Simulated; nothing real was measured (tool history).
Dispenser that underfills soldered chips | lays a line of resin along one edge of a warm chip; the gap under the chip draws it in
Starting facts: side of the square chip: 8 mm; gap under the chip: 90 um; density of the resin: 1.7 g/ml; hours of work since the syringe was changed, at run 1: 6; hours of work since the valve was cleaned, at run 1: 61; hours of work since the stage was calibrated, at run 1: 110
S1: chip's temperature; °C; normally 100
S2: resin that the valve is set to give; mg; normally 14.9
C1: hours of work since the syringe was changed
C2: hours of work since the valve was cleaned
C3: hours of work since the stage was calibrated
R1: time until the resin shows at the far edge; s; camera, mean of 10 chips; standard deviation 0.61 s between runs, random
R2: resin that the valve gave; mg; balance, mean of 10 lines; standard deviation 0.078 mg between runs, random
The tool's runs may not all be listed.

run 1 day=0 | S1=100 S2=14.9 | C1=6 C2=61 C3=110 | R1=73.4 R2=14.33
-- day=0.05 new syringe of resin
run 2 day=0.338 | S1=100 S2=14.9 | C1=5 C2=67 C3=116 | R1=70.2 R2=14.21
-- day=0.383 new syringe of resin
run 3 day=0.571 | S1=108 S2=14.9 | C1=3 C2=71 C3=120 | R1=45.5 R2=14.14
-- day=0.729 new syringe of resin
run 4 day=0.992 | S1=108 S2=14.9 | C1=5 C2=78 C3=127 | R1=49.9 R2=14.05
-- day=1.05 new syringe of resin
run 5 day=1.229 | S1=100 S2=14.9 | C1=3 C2=82 C3=131 | R1=63.9 R2=14.12
-- day=1.4 new syringe of resin
-- day=1.496 dispensing valve cleaned and set on the balance
run 6 day=1.658 | S1=100 S2=14.9 | C1=4 C2=3 C3=138 | R1=67.5 R2=15.06
-- day=1.804 new syringe of resin
run 7 day=2.004 | S1=100 S2=14.9 | C1=4 C2=9 C3=144 | R1=65.7 R2=14.97
-- day=2.129 new syringe of resin
run 8 day=2.288 | S1=100 S2=14.9 | C1=3 C2=14 C3=149 | R1=63.1 R2=14.84
-- day=2.479 new syringe of resin
-- day=2.817 new syringe of resin
run 9 day=2.858 | S1=100 S2=14.9 | C1=1 C2=24 C3=159 | R1=57.7 R2=14.7
-- day=3.162 new syringe of resin
run 10 day=3.383 | S1=100 S2=15.2 | C1=4 C2=34 C3=169 | R1=66.1 R2=14.93
-- day=3.492 new syringe of resin
run 11 day=3.762 | S1=100 S2=15.2 | C1=5 C2=40 C3=176 | R1=71 R2=14.91
-- day=3.846 new syringe of resin
-- day=4.188 new syringe of resin
run 12 day=4.188 | S1=100 S2=14.9 | C1=0 C2=48 C3=183 | R1=55.7 R2=14.38
run 13 day=4.458 | S1=100 S2=14.9 | C1=5 C2=53 C3=188 | R1=68.9 R2=14.43
-- day=4.525 new syringe of resin
run 14 day=4.746 | S1=109 S2=14.1 | C1=4 C2=58 C3=193 | R1=46.2 R2=13.52
-- day=4.85 new syringe of resin
run 15 day=5.088 | S1=103 S2=13.7 | C1=4 C2=64 C3=199 | R1=62.2 R2=13.04
-- day=5.183 new syringe of resin
run 16 day=5.467 | S1=87 S2=14.9 | C1=5 C2=71 C3=206 | R1=130.2 R2=14.27
-- day=5.512 new syringe of resin
-- day=5.862 new syringe of resin
run 17 day=6.021 | S1=109 S2=13.9 | C1=3 C2=80 C3=216 | R1=44.8 R2=13.18
-- day=6.183 new syringe of resin
-- day=6.408 dispensing valve cleaned and set on the balance
-- day=6.546 new syringe of resin
run 18 day=6.579 | S1=98 S2=13.9 | C1=1 C2=3 C3=225 | R1=62.2 R2=13.86
-- day=6.875 new syringe of resin
run 19 day=7.042 | S1=98 S2=17 | C1=3 C2=11 C3=233 | R1=68.9 R2=16.91
-- day=7.196 new syringe of resin
run 20 day=7.454 | S1=103 S2=14.9 | C1=5 C2=19 C3=240 | R1=62.1 R2=14.89
-- day=7.529 new syringe of resin
-- day=7.875 new syringe of resin
run 21 day=7.879 | S1=103 S2=14.9 | C1=0 C2=26 C3=248 | R1=49.1 R2=14.56
-- day=8.217 new syringe of resin
run 22 day=8.246 | S1=103 S2=14.9 | C1=1 C2=33 C3=254 | R1=51.6 R2=14.5
-- day=8.542 new syringe of resin
run 23 day=8.567 | S1=95 S2=14.9 | C1=0 C2=38 C3=260 | R1=69.9 R2=14.5
-- day=8.888 new syringe of resin
run 24 day=8.95 | S1=87 S2=19 | C1=1 C2=45 C3=267 | R1=102.6 R2=18.5
-- day=9.221 new syringe of resin
run 25 day=9.396 | S1=98 S2=14.2 | C1=3 C2=53 C3=275 | R1=74 R2=13.74

Below are 4 alternative next runs, each starting from the tool's condition after run 25. Predict each:
-- day=9.567 new syringe of resin
run A day=9.808 | S1=97 S2=15.9 | C1=4 C2=60 C3=282 | R1=? R2=?
-- day=9.567 new syringe of resin
run B day=9.808 | S1=98 S2=14.2 | C1=4 C2=60 C3=282 | R1=? R2=?
-- day=9.567 new syringe of resin
run C day=9.808 | S1=85 S2=13.6 | C1=4 C2=60 C3=282 | R1=? R2=?
-- day=9.567 new syringe of resin
run D day=9.808 | S1=91 S2=17.5 | C1=4 C2=60 C3=282 | R1=? R2=?

run=A R1=79.6 R2=15.42
run=B R1=76.1 R2=13.63
run=C R1=139.2 R2=13.16
run=D R1=102.3 R2=16.7
Without the tool's hidden state the same runs would have given:
run=A R1=60.4 R2=16.03
run=B R1=57.6 R2=14.18
run=C R1=105 R2=13.68
run=D R1=77.7 R2=17.36
